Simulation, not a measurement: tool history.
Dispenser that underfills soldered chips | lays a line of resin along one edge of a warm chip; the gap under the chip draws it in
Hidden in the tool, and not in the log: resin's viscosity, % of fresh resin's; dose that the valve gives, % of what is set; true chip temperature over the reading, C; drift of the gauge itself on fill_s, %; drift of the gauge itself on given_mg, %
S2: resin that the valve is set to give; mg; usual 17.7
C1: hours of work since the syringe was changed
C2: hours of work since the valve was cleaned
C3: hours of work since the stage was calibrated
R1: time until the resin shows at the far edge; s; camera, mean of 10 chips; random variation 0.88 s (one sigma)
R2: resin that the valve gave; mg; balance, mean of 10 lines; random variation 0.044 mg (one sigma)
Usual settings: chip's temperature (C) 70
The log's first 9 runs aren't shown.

{"hour": 97.4, "done": "new syringe of resin"}
{"run": 10, "hour": 101.3, "chip's temperature (C)": 85, "S2": 17.7, "C1": 3, "C2": 38, "C3": 71, "R1": 49.7, "R2": 17.07}
{"hour": 108.8, "done": "new syringe of resin"}
{"hour": 114.3, "done": "dispensing valve cleaned and set on the balance"}
{"run": 11, "hour": 118.1, "chip's temperature (C)": 85, "S2": 17.7, "C1": 6, "C2": 3, "C3": 82, "R1": 62.2, "R2": 17.55}
{"hour": 120.8, "done": "new syringe of resin"}
{"hour": 132.3, "done": "new syringe of resin"}
{"run": 12, "hour": 134.2, "chip's temperature (C)": 85, "S2": 17.7, "C1": 1, "C2": 13, "C3": 92, "R1": 43.7, "R2": 17.39}
{"hour": 143.7, "done": "new syringe of resin"}
{"run": 13, "hour": 143.7, "chip's temperature (C)": 85, "S2": 17.7, "C1": 0, "C2": 19, "C3": 99, "R1": 39, "R2": 17.34}
{"run": 14, "hour": 152.1, "chip's temperature (C)": 57, "S2": 17.7, "C1": 6, "C2": 25, "C3": 104, "R1": 289.2, "R2": 17.29}
{"hour": 154.3, "done": "new syringe of resin"}
{"run": 15, "hour": 162.9, "chip's temperature (C)": 84, "S2": 17.7, "C1": 6, "C2": 32, "C3": 111, "R1": 68.3, "R2": 17.14}
{"hour": 166.0, "done": "new syringe of resin"}
{"run": 16, "hour": 173.8, "chip's temperature (C)": 84, "S2": 17.7, "C1": 5, "C2": 39, "C3": 119, "R1": 65.9, "R2": 17.03}
{"hour": 177.2, "done": "new syringe of resin"}
{"hour": 184.2, "done": "dispensing valve cleaned and set on the balance"}
{"run": 17, "hour": 184.3, "chip's temperature (C)": 84, "S2": 17.7, "C1": 4, "C2": 0, "C3": 125, "R1": 59.2, "R2": 17.72}
{"hour": 189.7, "done": "new syringe of resin"}
{"run": 18, "hour": 194.4, "chip's temperature (C)": 70, "S2": 17.7, "C1": 3, "C2": 7, "C3": 131, "R1": 112.1, "R2": 17.55}
{"hour": 200.1, "done": "new syringe of resin"}
{"run": 19, "hour": 209.6, "chip's temperature (C)": 59, "S2": 21.5, "C1": 6, "C2": 17, "C3": 142, "R1": 277.3, "R2": 21.05}
{"hour": 211.3, "done": "new syringe of resin"}
{"hour": 222.8, "done": "new syringe of resin"}
{"run": 20, "hour": 224.4, "chip's temperature (C)": 69, "S2": 20.6, "C1": 1, "C2": 26, "C3": 151, "R1": 102.4, "R2": 20.14}
{"hour": 234.1, "done": "new syringe of resin"}
{"run": 21, "hour": 238.0, "chip's temperature (C)": 70, "S2": 15.3, "C1": 3, "C2": 35, "C3": 160, "R1": 116, "R2": 14.87}
{"hour": 244.9, "done": "new syringe of resin"}
{"run": 22, "hour": 252.3, "chip's temperature (C)": 70, "S2": 15.3, "C1": 5, "C2": 45, "C3": 170, "R1": 141.4, "R2": 14.63}
{"hour": 254.3, "done": "dispensing valve cleaned and set on the balance"}
{"hour": 257.1, "done": "new syringe of resin"}
{"run": 23, "hour": 264.3, "chip's temperature (C)": 70, "S2": 22.1, "C1": 5, "C2": 7, "C3": 177, "R1": 132, "R2": 21.96}
{"hour": 268.5, "done": "new syringe of resin"}
{"hour": 279.6, "done": "new syringe of resin"}
{"run": 24, "hour": 279.9, "chip's temperature (C)": 70, "S2": 22.1, "C1": 0, "C2": 17, "C3": 187, "R1": 89.1, "R2": 21.83}
{"hour": 290.6, "done": "new syringe of resin"}
{"run": 25, "hour": 291.1, "chip's temperature (C)": 58, "S2": 19.4, "C1": 0, "C2": 24, "C3": 194, "R1": 181.4, "R2": 18.92}
{"hour": 301.1, "done": "new syringe of resin"}
{"run": 26, "hour": 303.0, "chip's temperature (C)": 76, "S2": 21.2, "C1": 1, "C2": 32, "C3": 202, "R1": 71, "R2": 20.54}
{"hour": 311.7, "done": "new syringe of resin"}
{"run": 27, "hour": 315.9, "chip's temperature (C)": 70, "S2": 16.3, "C1": 3, "C2": 41, "C3": 211, "R1": 116.4, "R2": 15.7}
{"hour": 322.3, "done": "new syringe of resin"}
{"hour": 324.6, "done": "dispensing valve cleaned and set on the balance"}
{"run": 28, "hour": 328.3, "chip's temperature (C)": 73, "S2": 15.5, "C1": 3, "C2": 3, "C3": 218, "R1": 104.7, "R2": 15.42}
{"hour": 334.8, "done": "new syringe of resin"}
{"run": 29, "hour": 340.6, "chip's temperature (C)": 73, "S2": 15.5, "C1": 4, "C2": 11, "C3": 226, "R1": 113, "R2": 15.39}
{"hour": 346.3, "done": "new syringe of resin"}
{"run": 30, "hour": 348.2, "chip's temperature (C)": 73, "S2": 15.5, "C1": 1, "C2": 16, "C3": 231, "R1": 90.8, "R2": 15.31}
{"hour": 357.0, "done": "new syringe of resin"}
{"run": 31, "hour": 363.7, "chip's temperature (C)": 82, "S2": 16.3, "C1": 4, "C2": 26, "C3": 242, "R1": 71.6, "R2": 15.97}
{"hour": 367.8, "done": "new syringe of resin"}
{"run": 32, "hour": 373.6, "chip's temperature (C)": 70, "S2": 21.7, "C1": 4, "C2": 32, "C3": 248, "R1": 122, "R2": 21.08}
{"hour": 379.5, "done": "new syringe of resin"}
{"run": 33, "hour": 382.7, "chip's temperature (C)": 68, "S2": 21.7, "C1": 2, "C2": 38, "C3": 254, "R1": 117.9, "R2": 20.97}

Forecast each of these 4 alternatives for the next run:
{"hour": 390.3, "done": "new syringe of resin"}
{"hour": 394.6, "done": "dispensing valve cleaned and set on the balance"}
{"run": "A", "hour": 397.9, "chip's temperature (C)": 70, "S2": 18.9, "C1": 4, "C2": 2, "C3": 264, "R1": "?", "R2": "?"}
{"hour": 390.3, "done": "new syringe of resin"}
{"hour": 394.6, "done": "dispensing valve cleaned and set on the balance"}
{"run": "B", "hour": 397.9, "chip's temperature (C)": 81, "S2": 15, "C1": 4, "C2": 2, "C3": 264, "R1": "?", "R2": "?"}
{"hour": 390.3, "done": "new syringe of resin"}
{"hour": 394.6, "done": "dispensing valve cleaned and set on the balance"}
{"run": "C", "hour": 397.9, "chip's temperature (C)": 63, "S2": 20.3, "C1": 4, "C2": 2, "C3": 264, "R1": "?", "R2": "?"}
{"hour": 390.3, "done": "new syringe of resin"}
{"hour": 394.6, "done": "dispensing valve cleaned and set on the balance"}
{"run": "D", "hour": 397.9, "chip's temperature (C)": 55, "S2": 21.7, "C1": 4, "C2": 2, "C3": 264, "R1": "?", "R2": "?"}

run=A R1=133.5 R2=18.8
run=B R1=76.5 R2=14.94
run=C R1=194.2 R2=20.16
run=D R1=310.8 R2=21.67
Without the tool's hidden state the same runs would have given:
run=A R1=82.9 R2=18.86
run=B R1=47.5 R2=14.98
run=C R1=119.7 R2=20.22
run=D R1=190.4 R2=21.74

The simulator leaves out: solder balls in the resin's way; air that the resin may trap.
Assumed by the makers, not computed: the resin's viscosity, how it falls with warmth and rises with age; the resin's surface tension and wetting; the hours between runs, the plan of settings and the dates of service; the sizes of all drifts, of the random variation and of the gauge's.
